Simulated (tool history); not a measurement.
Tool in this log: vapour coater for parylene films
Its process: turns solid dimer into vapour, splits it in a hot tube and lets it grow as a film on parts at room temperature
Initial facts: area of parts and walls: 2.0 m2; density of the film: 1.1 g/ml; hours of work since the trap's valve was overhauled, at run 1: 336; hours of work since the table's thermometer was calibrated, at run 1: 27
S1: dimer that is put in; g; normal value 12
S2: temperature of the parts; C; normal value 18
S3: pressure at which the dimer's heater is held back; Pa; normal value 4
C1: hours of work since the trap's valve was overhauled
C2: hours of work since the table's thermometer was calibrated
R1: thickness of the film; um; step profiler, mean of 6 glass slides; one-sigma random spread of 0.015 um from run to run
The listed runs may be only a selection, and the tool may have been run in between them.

run   hour  S1  S2     S3   C1   C2    R1
  1      0  12  18      4  336   27  4.15
  2   10.1  12  18      4  343   34  4.17
  3   18.4  12  18      4  349   39  4.18
  4     34  12  18      4  360   50  4.18
  5   48.5  12  18      4  370   61  4.14
  6   61.3  12  18      4  379   70  4.13
  7   69.2  12  18      4  385   75  4.14
  8   85.5  12  18      4  396   87  4.13
  9   94.7  21  18      4  403   93  7.15
 10  107.2   5  18      4  412  102  1.74
 11    114   5  18      4  416  107   1.7
 12  120.6   5  18      4  421  111  1.74
 13  128.3   8  18      4  426  117  2.74
 14  139.5  16  28  10.58  434  124  3.02
 15  149.4  14  14  10.54  441  131  5.11

Run 16, settings as shown, results not yet in. Your forecast:
 16  161.9   6  16  11.97  450  140   ?

Run 16 produced R1 1.95 um.
If the tool had no hidden condition, the same run with the same run-to-run variation would have returned R1 2.01 um.
